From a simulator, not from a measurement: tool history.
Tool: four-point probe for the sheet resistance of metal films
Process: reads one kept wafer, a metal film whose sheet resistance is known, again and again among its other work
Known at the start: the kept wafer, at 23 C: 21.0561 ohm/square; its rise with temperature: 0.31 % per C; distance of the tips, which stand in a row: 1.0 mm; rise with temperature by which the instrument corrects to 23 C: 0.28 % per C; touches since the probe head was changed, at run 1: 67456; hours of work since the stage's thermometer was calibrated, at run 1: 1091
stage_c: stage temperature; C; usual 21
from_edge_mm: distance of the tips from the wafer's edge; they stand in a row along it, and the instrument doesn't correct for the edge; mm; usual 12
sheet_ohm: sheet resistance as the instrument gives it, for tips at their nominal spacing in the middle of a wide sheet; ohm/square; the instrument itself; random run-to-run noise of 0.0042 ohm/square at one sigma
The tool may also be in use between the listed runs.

run	hour	stage_c	from_edge_mm	touches since the probe head was changed	hours of work since the stage's thermometer was calibrated	sheet_ohm
1	0.0	21	12	67456	1091	21.190001
2	116.3	21	12	71226	1152	21.206795
3	230.5	21	12	74929	1212	21.209052
4	366.8	21	12	79346	1283	21.206738
# hour 393.6: stage's thermometer calibrated
# hour 465.0: new probe head fitted
5	470.9	21	12	190	40	21.052312
6	575.3	24	12	3573	95	21.081724
7	682.7	24	12	7056	151	21.083224
8	828.8	23	12	11793	228	21.089304
9	895.4	23	12	13950	263	21.089762
10	975.8	23	12	16556	305	21.099236
11	1118.8	23	12	21193	380	21.103212
12	1199.7	19	12	23816	422	21.079002
13	1298.4	21	12	27015	474	21.098830
14	1374.2	21	12	29473	513	21.099227
15	1442.3	21	25	31678	549	21.044368
16	1509.7	21	15	33864	585	21.085716
17	1590.6	27	11	36488	627	21.178562
18	1730.8	27	35	41031	700	21.094188
19	1871.7	19	15	45599	774	21.088738
20	1939.4	19	15	47793	810	21.086759
21	2063.3	29	5	51810	875	21.574069
22	2166.8	22	8	55165	929	21.255758
23	2307.8	22	8	59735	1003	21.268213
24	2402.4	32	16	62800	1052	21.211120
25	2541.9	19	5	67324	1126	21.524490
26	2634.7	19	5	70331	1174	21.522362
27	2748.8	32	34	74030	1234	21.192198

Run 28 has not been measured yet. What should we expect?
# hour 2872.1: stage's thermometer calibrated
28	2873.5	32	34	78055	1	?

sheet_ohm: 21.181654 ohm/square
Were there no unlogged condition in the tool, this run, its random variation unchanged, would have produced sheet_ohm 21.131211 ohm/square.
